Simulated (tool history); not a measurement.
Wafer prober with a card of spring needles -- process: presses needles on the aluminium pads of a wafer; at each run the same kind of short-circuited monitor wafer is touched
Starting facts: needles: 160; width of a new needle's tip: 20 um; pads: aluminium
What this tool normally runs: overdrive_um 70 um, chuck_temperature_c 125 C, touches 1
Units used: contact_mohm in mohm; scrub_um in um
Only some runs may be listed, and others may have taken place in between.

{"run": 1, "hour": 0.0, "overdrive_um": 70, "chuck_temperature_c": 125, "touches": 1, "contact_mohm": 248, "scrub_um": 9.23}
{"run": 2, "hour": 27.5, "overdrive_um": 70, "chuck_temperature_c": 125, "touches": 2, "contact_mohm": 297, "scrub_um": 9.22}
{"hour": 39.5, "done": "tips cleaned on abrasive film"}
{"run": 3, "hour": 69.6, "overdrive_um": 70, "chuck_temperature_c": 125, "touches": 2, "contact_mohm": 295, "scrub_um": 9.24}
{"hour": 79.7, "done": "tips cleaned on abrasive film"}
{"run": 4, "hour": 93.7, "overdrive_um": 70, "chuck_temperature_c": 125, "touches": 2, "contact_mohm": 283, "scrub_um": 9.21}
{"hour": 116.5, "done": "tips cleaned on abrasive film"}
{"run": 5, "hour": 121.8, "overdrive_um": 70, "chuck_temperature_c": 125, "touches": 2, "contact_mohm": 260, "scrub_um": 9.21}
{"hour": 154.7, "done": "tips cleaned on abrasive film"}
{"run": 6, "hour": 154.7, "overdrive_um": 70, "chuck_temperature_c": 125, "touches": 2, "contact_mohm": 252, "scrub_um": 9.21}
{"hour": 192.2, "done": "tips cleaned on abrasive film"}
{"run": 7, "hour": 193.0, "overdrive_um": 70, "chuck_temperature_c": 125, "touches": 2, "contact_mohm": 254, "scrub_um": 9.2}
{"hour": 228.8, "done": "tips cleaned on abrasive film"}
{"run": 8, "hour": 228.8, "overdrive_um": 70, "chuck_temperature_c": 125, "touches": 1, "contact_mohm": 255, "scrub_um": 9.2}
{"run": 9, "hour": 257.2, "overdrive_um": 70, "chuck_temperature_c": 125, "touches": 1, "contact_mohm": 334, "scrub_um": 9.19}
{"hour": 267.8, "done": "tips cleaned on abrasive film"}
{"run": 10, "hour": 289.8, "overdrive_um": 70, "chuck_temperature_c": 125, "touches": 3, "contact_mohm": 265, "scrub_um": 9.2}
{"hour": 307.6, "done": "tips cleaned on abrasive film"}
{"run": 11, "hour": 335.4, "overdrive_um": 70, "chuck_temperature_c": 125, "touches": 3, "contact_mohm": 275, "scrub_um": 9.19}
{"hour": 346.2, "done": "tips cleaned on abrasive film"}
{"run": 12, "hour": 377.1, "overdrive_um": 70, "chuck_temperature_c": 125, "touches": 1, "contact_mohm": 338, "scrub_um": 9.18}
{"hour": 384.3, "done": "tips cleaned on abrasive film"}
{"run": 13, "hour": 404.3, "overdrive_um": 70, "chuck_temperature_c": 125, "touches": 1, "contact_mohm": 314, "scrub_um": 9.19}
{"hour": 421.1, "done": "tips cleaned on abrasive film"}
{"run": 14, "hour": 442.9, "overdrive_um": 70, "chuck_temperature_c": 125, "touches": 2, "contact_mohm": 287, "scrub_um": 9.18}
{"hour": 461.2, "done": "tips cleaned on abrasive film"}
{"run": 15, "hour": 474.9, "overdrive_um": 70, "chuck_temperature_c": 125, "touches": 2, "contact_mohm": 275, "scrub_um": 9.16}
{"hour": 499.2, "done": "tips cleaned on abrasive film"}
{"run": 16, "hour": 499.4, "overdrive_um": 70, "chuck_temperature_c": 125, "touches": 2, "contact_mohm": 248, "scrub_um": 9.16}
{"hour": 539.5, "done": "tips cleaned on abrasive film"}
{"run": 17, "hour": 542.8, "overdrive_um": 70, "chuck_temperature_c": 125, "touches": 2, "contact_mohm": 254, "scrub_um": 9.15}
{"hour": 576.9, "done": "tips cleaned on abrasive film"}
{"run": 18, "hour": 586.7, "overdrive_um": 80, "chuck_temperature_c": 37, "touches": 3, "contact_mohm": 235, "scrub_um": 10.46}
{"run": 19, "hour": 610.1, "overdrive_um": 61, "chuck_temperature_c": 25, "touches": 2, "contact_mohm": 311, "scrub_um": 7.95}
{"hour": 614.2, "done": "tips cleaned on abrasive film"}
{"run": 20, "hour": 630.2, "overdrive_um": 70, "chuck_temperature_c": 28, "touches": 2, "contact_mohm": 268, "scrub_um": 9.16}
{"hour": 652.2, "done": "tips cleaned on abrasive film"}
{"run": 21, "hour": 666.7, "overdrive_um": 70, "chuck_temperature_c": 28, "touches": 2, "contact_mohm": 267, "scrub_um": 9.12}
{"hour": 691.8, "done": "tips cleaned on abrasive film"}
{"run": 22, "hour": 709.0, "overdrive_um": 71, "chuck_temperature_c": 55, "touches": 1, "contact_mohm": 302, "scrub_um": 9.27}
{"hour": 724.1, "done": "height of the first contact set anew"}
{"hour": 730.4, "done": "tips cleaned on abrasive film"}
{"run": 23, "hour": 743.9, "overdrive_um": 59, "chuck_temperature_c": 54, "touches": 1, "contact_mohm": 317, "scrub_um": 7.8}
{"run": 24, "hour": 765.8, "overdrive_um": 59, "chuck_temperature_c": 54, "touches": 1, "contact_mohm": 379, "scrub_um": 7.81}
{"hour": 770.4, "done": "tips cleaned on abrasive film"}
{"hour": 807.4, "done": "tips cleaned on abrasive film"}
{"run": 25, "hour": 815.2, "overdrive_um": 59, "chuck_temperature_c": 39, "touches": 1, "contact_mohm": 288, "scrub_um": 7.77}
{"hour": 845.1, "done": "tips cleaned on abrasive film"}
{"run": 26, "hour": 851.2, "overdrive_um": 56, "chuck_temperature_c": 39, "touches": 1, "contact_mohm": 278, "scrub_um": 7.38}
{"run": 27, "hour": 877.7, "overdrive_um": 70, "chuck_temperature_c": 125, "touches": 1, "contact_mohm": 340, "scrub_um": 9.23}
{"hour": 885.8, "done": "tips cleaned on abrasive film"}
{"run": 28, "hour": 901.0, "overdrive_um": 72, "chuck_temperature_c": 38, "touches": 2, "contact_mohm": 263, "scrub_um": 9.48}
{"hour": 924.0, "done": "tips cleaned on abrasive film"}
{"run": 29, "hour": 943.0, "overdrive_um": 70, "chuck_temperature_c": 125, "touches": 1, "contact_mohm": 318, "scrub_um": 9.24}
{"hour": 961.3, "done": "tips cleaned on abrasive film"}
{"run": 30, "hour": 984.0, "overdrive_um": 70, "chuck_temperature_c": 125, "touches": 1, "contact_mohm": 328, "scrub_um": 9.23}
{"hour": 1000.3, "done": "tips cleaned on abrasive film"}
{"run": 31, "hour": 1032.9, "overdrive_um": 56, "chuck_temperature_c": 125, "touches": 1, "contact_mohm": 394, "scrub_um": 7.36}
{"hour": 1039.1, "done": "tips cleaned on abrasive film"}
{"hour": 1077.5, "done": "tips cleaned on abrasive film"}
{"run": 32, "hour": 1078.5, "overdrive_um": 50, "chuck_temperature_c": 125, "touches": 1, "contact_mohm": 277, "scrub_um": 6.57}
{"run": 33, "hour": 1105.5, "overdrive_um": 56, "chuck_temperature_c": 125, "touches": 2, "contact_mohm": 332, "scrub_um": 7.33}
{"hour": 1116.1, "done": "tips cleaned on abrasive film"}
{"run": 34, "hour": 1130.8, "overdrive_um": 55, "chuck_temperature_c": 109, "touches": 2, "contact_mohm": 300, "scrub_um": 7.22}

What if the next run were any one of these 3? Each begins from the tool's condition after run 34:
{"hour": 1154.2, "done": "tips cleaned on abrasive film"}
{"run": "A", "hour": 1158.4, "overdrive_um": 70, "chuck_temperature_c": 41, "touches": 2, "contact_mohm": "?", "scrub_um": "?"}
{"hour": 1154.2, "done": "tips cleaned on abrasive film"}
{"run": "B", "hour": 1158.4, "overdrive_um": 52, "chuck_temperature_c": 33, "touches": 1, "contact_mohm": "?", "scrub_um": "?"}
{"hour": 1154.2, "done": "tips cleaned on abrasive film"}
{"run": "C", "hour": 1158.4, "overdrive_um": 70, "chuck_temperature_c": 29, "touches": 1, "contact_mohm": "?", "scrub_um": "?"}

run=A contact_mohm=243 scrub_um=9.2
run=B contact_mohm=284 scrub_um=6.81
run=C contact_mohm=255 scrub_um=9.19
Without the tool's unlogged condition, the same runs would have read:
run=A contact_mohm=222 scrub_um=9.27
run=B contact_mohm=225 scrub_um=6.88
run=C contact_mohm=220 scrub_um=9.26
